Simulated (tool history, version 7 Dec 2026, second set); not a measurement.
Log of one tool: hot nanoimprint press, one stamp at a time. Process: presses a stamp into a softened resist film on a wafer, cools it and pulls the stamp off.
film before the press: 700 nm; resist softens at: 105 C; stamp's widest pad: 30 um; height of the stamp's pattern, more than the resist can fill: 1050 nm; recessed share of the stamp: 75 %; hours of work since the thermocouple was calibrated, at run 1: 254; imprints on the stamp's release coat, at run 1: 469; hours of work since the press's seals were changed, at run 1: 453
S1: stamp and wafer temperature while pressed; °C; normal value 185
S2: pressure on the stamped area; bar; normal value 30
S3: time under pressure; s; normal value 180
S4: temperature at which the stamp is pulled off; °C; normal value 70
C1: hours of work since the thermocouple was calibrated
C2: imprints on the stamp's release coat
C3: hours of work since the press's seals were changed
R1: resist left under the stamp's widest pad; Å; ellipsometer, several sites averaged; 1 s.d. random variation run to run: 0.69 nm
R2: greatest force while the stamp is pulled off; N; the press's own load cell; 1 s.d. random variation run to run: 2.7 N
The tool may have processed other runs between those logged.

{"run": 1, "day": 0.0, "S1": 185, "S2": 30, "S3": 180, "S4": 70, "C1": 254, "C2": 469, "C3": 453, "R1": 3232, "R2": 200}
{"run": 2, "day": 0.783, "S1": 185, "S2": 30, "S3": 180, "S4": 70, "C1": 261, "C2": 523, "C3": 461, "R1": 3235, "R2": 194}
{"run": 3, "day": 1.975, "S1": 185, "S2": 30, "S3": 180, "S4": 70, "C1": 273, "C2": 604, "C3": 472, "R1": 3245, "R2": 198}
{"run": 4, "day": 2.917, "S1": 185, "S2": 30, "S3": 180, "S4": 70, "C1": 282, "C2": 669, "C3": 482, "R1": 3251, "R2": 201}
{"run": 5, "day": 3.925, "S1": 185, "S2": 25.1, "S3": 180, "S4": 70, "C1": 292, "C2": 738, "C3": 491, "R1": 3520, "R2": 201}
{"run": 6, "day": 4.671, "S1": 185, "S2": 30, "S3": 180, "S4": 70, "C1": 299, "C2": 790, "C3": 499, "R1": 3246, "R2": 208}
{"run": 7, "day": 5.512, "S1": 185, "S2": 30, "S3": 180, "S4": 70, "C1": 307, "C2": 847, "C3": 507, "R1": 3275, "R2": 207}
{"run": 8, "day": 6.071, "S1": 182, "S2": 30, "S3": 180, "S4": 70, "C1": 313, "C2": 886, "C3": 512, "R1": 3489, "R2": 208}
{"run": 9, "day": 7.446, "S1": 185, "S2": 24.1, "S3": 180, "S4": 70, "C1": 326, "C2": 980, "C3": 526, "R1": 3572, "R2": 209}
{"run": 10, "day": 8.317, "S1": 185, "S2": 31.7, "S3": 180, "S4": 70, "C1": 335, "C2": 1040, "C3": 534, "R1": 3180, "R2": 213}
{"run": 11, "day": 9.467, "S1": 185, "S2": 31.7, "S3": 180, "S4": 70, "C1": 346, "C2": 1119, "C3": 546, "R1": 3193, "R2": 214}
{"run": 12, "day": 10.067, "S1": 185, "S2": 31.7, "S3": 180, "S4": 70, "C1": 352, "C2": 1160, "C3": 552, "R1": 3188, "R2": 209}
{"run": 13, "day": 10.696, "S1": 185, "S2": 31.7, "S3": 180, "S4": 70, "C1": 358, "C2": 1204, "C3": 558, "R1": 3164, "R2": 212}
{"run": 14, "day": 11.417, "S1": 185, "S2": 31.7, "S3": 180, "S4": 70, "C1": 365, "C2": 1253, "C3": 565, "R1": 3204, "R2": 219}
{"run": 15, "day": 12.467, "S1": 185, "S2": 31.7, "S3": 180, "S4": 70, "C1": 375, "C2": 1325, "C3": 575, "R1": 3202, "R2": 222}
{"run": 16, "day": 13.546, "S1": 194, "S2": 21.1, "S3": 108, "S4": 70, "C1": 386, "C2": 1399, "C3": 586, "R1": 3772, "R2": 222}
{"run": 17, "day": 14.229, "S1": 181, "S2": 39.7, "S3": 201, "S4": 70, "C1": 393, "C2": 1446, "C3": 592, "R1": 3076, "R2": 222}
{"run": 18, "day": 14.992, "S1": 185, "S2": 31.9, "S3": 180, "S4": 70, "C1": 400, "C2": 1499, "C3": 600, "R1": 3181, "R2": 216}
{"run": 19, "day": 16.354, "S1": 185, "S2": 31.9, "S3": 180, "S4": 70, "C1": 413, "C2": 1592, "C3": 613, "R1": 3217, "R2": 223}
{"run": 20, "day": 17.408, "S1": 185, "S2": 31.9, "S3": 180, "S4": 70, "C1": 424, "C2": 1665, "C3": 623, "R1": 3208, "R2": 221}
{"run": 21, "day": 18.483, "S1": 179, "S2": 21.5, "S3": 154, "S4": 73, "C1": 434, "C2": 1739, "C3": 634, "R1": 4520, "R2": 218}
{"run": 22, "day": 19.121, "S1": 179, "S2": 21.5, "S3": 154, "S4": 73, "C1": 440, "C2": 1783, "C3": 640, "R1": 4503, "R2": 216}
{"run": 23, "day": 19.75, "S1": 177, "S2": 30, "S3": 136, "S4": 70, "C1": 447, "C2": 1826, "C3": 646, "R1": 4341, "R2": 231}
{"day": 20.158, "done": "plate thermocouple calibrated"}
{"run": 24, "day": 21.125, "S1": 177, "S2": 30, "S3": 136, "S4": 70, "C1": 9, "C2": 1912, "C3": 658, "R1": 4257, "R2": 228}
{"run": 25, "day": 21.704, "S1": 187, "S2": 29.1, "S3": 161, "S4": 55, "C1": 15, "C2": 1951, "C3": 664, "R1": 3258, "R2": 277}
{"run": 26, "day": 22.512, "S1": 181, "S2": 29.1, "S3": 161, "S4": 55, "C1": 23, "C2": 2007, "C3": 672, "R1": 3729, "R2": 284}
{"run": 27, "day": 23.338, "S1": 173, "S2": 30, "S3": 108, "S4": 64, "C1": 31, "C2": 2064, "C3": 680, "R1": 4914, "R2": 253}
{"run": 28, "day": 23.983, "S1": 173, "S2": 30, "S3": 108, "S4": 64, "C1": 37, "C2": 2108, "C3": 686, "R1": 4931, "R2": 252}
{"run": 29, "day": 24.617, "S1": 181, "S2": 18.3, "S3": 108, "S4": 77, "C1": 44, "C2": 2151, "C3": 693, "R1": 4941, "R2": 209}

Consider 5 possible next runs. They are alternatives, not a sequence: every one starts from the tool as it was left by run 29. What does each give?
{"day": 25.175, "done": "press's hydraulic seals changed and the load cell set to zero"}
{"run": "A", "day": 26.3, "S1": 188, "S2": 30, "S3": 180, "S4": 57, "C1": 57, "C2": 2244, "C3": 11, "R1": "?", "R2": "?"}
{"day": 25.175, "done": "press's hydraulic seals changed and the load cell set to zero"}
{"run": "B", "day": 26.3, "S1": 181, "S2": 18.3, "S3": 276, "S4": 75, "C1": 57, "C2": 2244, "C3": 11, "R1": "?", "R2": "?"}
{"day": 25.175, "done": "press's hydraulic seals changed and the load cell set to zero"}
{"run": "C", "day": 26.3, "S1": 181, "S2": 18.3, "S3": 355, "S4": 77, "C1": 57, "C2": 2244, "C3": 11, "R1": "?", "R2": "?"}
{"day": 25.175, "done": "press's hydraulic seals changed and the load cell set to zero"}
{"run": "D", "day": 26.3, "S1": 183, "S2": 18.3, "S3": 310, "S4": 77, "C1": 57, "C2": 2244, "C3": 11, "R1": "?", "R2": "?"}
{"day": 25.175, "done": "press's hydraulic seals changed and the load cell set to zero"}
{"run": "E", "day": 26.3, "S1": 178, "S2": 36, "S3": 108, "S4": 67, "C1": 57, "C2": 2244, "C3": 11, "R1": "?", "R2": "?"}

run=A R1=2961 R2=281
run=B R1=3734 R2=218
run=C R1=3436 R2=214
run=D R1=3440 R2=211
run=E R1=4093 R2=248
With no hidden state in the tool, these same runs would have given:
run=A R1=2934 R2=221
run=B R1=3704 R2=172
run=C R1=3407 R2=168
run=D R1=3411 R2=166
run=E R1=4058 R2=195

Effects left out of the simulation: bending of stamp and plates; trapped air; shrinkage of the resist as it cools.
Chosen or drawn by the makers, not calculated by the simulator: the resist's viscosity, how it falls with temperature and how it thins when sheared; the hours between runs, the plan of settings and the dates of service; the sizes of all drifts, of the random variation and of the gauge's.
